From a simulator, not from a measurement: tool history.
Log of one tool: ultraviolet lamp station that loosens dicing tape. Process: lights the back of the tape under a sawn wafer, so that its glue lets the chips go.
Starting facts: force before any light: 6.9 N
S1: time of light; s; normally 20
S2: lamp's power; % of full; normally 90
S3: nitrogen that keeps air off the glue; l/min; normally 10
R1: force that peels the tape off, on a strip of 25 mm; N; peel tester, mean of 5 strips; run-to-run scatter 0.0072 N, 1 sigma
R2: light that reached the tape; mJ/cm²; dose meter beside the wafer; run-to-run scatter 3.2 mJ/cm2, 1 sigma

{"run": 1, "day": 0.0, "S1": 20, "S2": 90, "S3": 10, "R1": 0.265, "R2": 496}
{"run": 2, "day": 0.379, "S1": 20, "S2": 90, "S3": 10, "R1": 0.27, "R2": 498}
{"run": 3, "day": 0.646, "S1": 20, "S2": 90, "S3": 10, "R1": 0.263, "R2": 503}
{"run": 4, "day": 0.925, "S1": 20, "S2": 90, "S3": 10, "R1": 0.252, "R2": 503}
{"run": 5, "day": 1.279, "S1": 20, "S2": 79, "S3": 10, "R1": 0.29, "R2": 442}
{"run": 6, "day": 1.504, "S1": 20, "S2": 79, "S3": 10, "R1": 0.28, "R2": 446}
{"run": 7, "day": 1.983, "S1": 20, "S2": 90, "S3": 10, "R1": 0.253, "R2": 507}
{"run": 8, "day": 2.358, "S1": 20, "S2": 90, "S3": 10, "R1": 0.271, "R2": 504}
{"run": 9, "day": 2.608, "S1": 20, "S2": 90, "S3": 10, "R1": 0.25, "R2": 499}
{"run": 10, "day": 3.108, "S1": 27, "S2": 90, "S3": 10, "R1": 0.24, "R2": 677}
{"run": 11, "day": 3.404, "S1": 27, "S2": 90, "S3": 10, "R1": 0.243, "R2": 680}
{"run": 12, "day": 3.767, "S1": 20, "S2": 90, "S3": 10, "R1": 0.26, "R2": 505}
{"run": 13, "day": 4.271, "S1": 20, "S2": 90, "S3": 10, "R1": 0.247, "R2": 495}
{"run": 14, "day": 4.5, "S1": 20, "S2": 90, "S3": 10, "R1": 0.261, "R2": 507}
{"run": 15, "day": 5.033, "S1": 20, "S2": 63, "S3": 10, "R1": 0.379, "R2": 357}
{"run": 16, "day": 5.483, "S1": 20, "S2": 63, "S3": 10, "R1": 0.377, "R2": 356}
{"run": 17, "day": 5.812, "S1": 12, "S2": 90, "S3": 10, "R1": 0.503, "R2": 303}
{"run": 18, "day": 6.029, "S1": 12, "S2": 68, "S3": 10, "R1": 0.779, "R2": 231}
{"run": 19, "day": 6.538, "S1": 12, "S2": 68, "S3": 10, "R1": 0.758, "R2": 226}
{"run": 20, "day": 6.842, "S1": 12, "S2": 68, "S3": 10, "R1": 0.799, "R2": 225}
{"run": 21, "day": 7.104, "S1": 12, "S2": 68, "S3": 10, "R1": 0.772, "R2": 225}
{"run": 22, "day": 7.604, "S1": 12, "S2": 68, "S3": 10, "R1": 0.795, "R2": 227}
{"run": 23, "day": 7.85, "S1": 12, "S2": 68, "S3": 10, "R1": 0.79, "R2": 228}
{"run": 24, "day": 8.188, "S1": 25, "S2": 91, "S3": 4, "R1": 0.29, "R2": 637}
{"run": 25, "day": 8.479, "S1": 25, "S2": 75, "S3": 7, "R1": 0.276, "R2": 523}
{"run": 26, "day": 8.771, "S1": 25, "S2": 75, "S3": 7, "R1": 0.275, "R2": 521}
{"run": 27, "day": 9.012, "S1": 13, "S2": 76, "S3": 15, "R1": 0.431, "R2": 276}
{"run": 28, "day": 9.442, "S1": 20, "S2": 73, "S3": 10, "R1": 0.316, "R2": 408}
{"run": 29, "day": 9.862, "S1": 17, "S2": 94, "S3": 13, "R1": 0.271, "R2": 449}
{"run": 30, "day": 10.267, "S1": 17, "S2": 94, "S3": 13, "R1": 0.264, "R2": 446}
{"run": 31, "day": 10.508, "S1": 15, "S2": 86, "S3": 5, "R1": 0.597, "R2": 362}
{"run": 32, "day": 10.821, "S1": 15, "S2": 86, "S3": 5, "R1": 0.618, "R2": 357}
{"run": 33, "day": 11.204, "S1": 20, "S2": 65, "S3": 3, "R1": 0.883, "R2": 363}
{"run": 34, "day": 11.421, "S1": 37, "S2": 90, "S3": 3, "R1": 0.247, "R2": 938}
{"run": 35, "day": 11.892, "S1": 21, "S2": 90, "S3": 10, "R1": 0.249, "R2": 531}
{"run": 36, "day": 12.3, "S1": 20, "S2": 98, "S3": 5, "R1": 0.321, "R2": 546}
{"run": 37, "day": 12.829, "S1": 20, "S2": 98, "S3": 5, "R1": 0.312, "R2": 547}
{"run": 38, "day": 13.162, "S1": 20, "S2": 98, "S3": 11, "R1": 0.231, "R2": 550}
{"run": 39, "day": 13.558, "S1": 12, "S2": 90, "S3": 11, "R1": 0.433, "R2": 298}
{"run": 40, "day": 13.958, "S1": 20, "S2": 90, "S3": 9, "R1": 0.266, "R2": 502}
{"run": 41, "day": 14.3, "S1": 18, "S2": 92, "S3": 12, "R1": 0.265, "R2": 460}
{"run": 42, "day": 14.821, "S1": 27, "S2": 92, "S3": 16, "R1": 0.238, "R2": 691}
{"run": 43, "day": 15.267, "S1": 27, "S2": 92, "S3": 16, "R1": 0.219, "R2": 696}

Consider 4 possible next runs. They are alternatives, not a sequence: every one starts from the tool as it was left by run 43. What does each give?
{"run": "A", "day": 15.633, "S1": 16, "S2": 89, "S3": 7, "R1": "?", "R2": "?"}
{"run": "B", "day": 15.633, "S1": 31, "S2": 90, "S3": 7, "R1": "?", "R2": "?"}
{"run": "C", "day": 15.633, "S1": 27, "S2": 69, "S3": 15, "R1": "?", "R2": "?"}
{"run": "D", "day": 15.633, "S1": 27, "S2": 88, "S3": 11, "R1": "?", "R2": "?"}

run=A R1=0.402 R2=398
run=B R1=0.230 R2=776
run=C R1=0.238 R2=517
run=D R1=0.224 R2=661
What these runs would have given with no unlogged condition in the tool:
run=A R1=0.401 R2=399
run=B R1=0.230 R2=777
run=C R1=0.238 R2=517
run=D R1=0.224 R2=662
